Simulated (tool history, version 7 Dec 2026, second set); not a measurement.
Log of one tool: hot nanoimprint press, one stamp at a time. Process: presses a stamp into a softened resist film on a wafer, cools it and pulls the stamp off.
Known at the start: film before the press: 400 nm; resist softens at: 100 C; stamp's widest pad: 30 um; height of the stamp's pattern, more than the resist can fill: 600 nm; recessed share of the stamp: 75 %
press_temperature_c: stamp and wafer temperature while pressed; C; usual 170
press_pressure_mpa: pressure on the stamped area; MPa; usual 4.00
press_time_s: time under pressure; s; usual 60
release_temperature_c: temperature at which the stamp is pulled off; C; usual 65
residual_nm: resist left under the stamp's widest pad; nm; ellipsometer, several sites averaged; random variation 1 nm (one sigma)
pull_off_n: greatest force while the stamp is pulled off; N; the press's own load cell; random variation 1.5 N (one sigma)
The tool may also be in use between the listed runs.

| run | hour | press_temperature_c | press_pressure_mpa | press_time_s | release_temperature_c | residual_nm | pull_off_n |
|---|---|---|---|---|---|---|---|
| 1 | 0.0 | 170 | 4.00 | 60 | 65 | 151.1 | 197 |
|  | 14.6 | stamp cleaned and given a new release coat |
| 2 | 27.6 | 170 | 4.00 | 60 | 65 | 152.3 | 176 |
| 3 | 46.4 | 179 | 4.00 | 60 | 65 | 98.4 | 177 |
| 4 | 59.4 | 179 | 4.00 | 60 | 65 | 99.3 | 179 |
| 5 | 80.9 | 179 | 4.00 | 60 | 65 | 99.9 | 181 |
| 6 | 101.5 | 170 | 3.26 | 43 | 65 | 193.4 | 182 |
|  | 105.5 | plate thermocouple calibrated |
| 7 | 120.9 | 170 | 3.26 | 43 | 65 | 194.5 | 184 |
| 8 | 132.0 | 170 | 3.26 | 43 | 65 | 197.5 | 186 |
| 9 | 149.1 | 170 | 3.26 | 108 | 65 | 137.8 | 184 |
| 10 | 164.0 | 170 | 3.26 | 108 | 65 | 139.2 | 186 |

5 ways to go on from here, each from the tool as it stands after run 10. What would each give?
| A | 186.0 | 163 | 3.81 | 35 | 65 | ? | ? |
| B | 186.0 | 170 | 4.77 | 60 | 66 | ? | ? |
| C | 186.0 | 162 | 3.55 | 44 | 65 | ? | ? |
| D | 186.0 | 170 | 5.45 | 60 | 65 | ? | ? |
| E | 186.0 | 170 | 4.00 | 60 | 54 | ? | ? |

| run | residual_nm | pull_off_n |
|---|---|---|
| A | 265.4 | 192 |
| B | 144.5 | 182 |
| C | 265.9 | 188 |
| D | 134.7 | 191 |
| E | 157.1 | 244 |
Without the tool's hidden state the same runs would have given:
| run | residual_nm | pull_off_n |
|---|---|---|
| A | 253.7 | 177 |
| B | 136.2 | 168 |
| C | 254.0 | 174 |
| D | 126.7 | 176 |
| E | 148.3 | 226 |
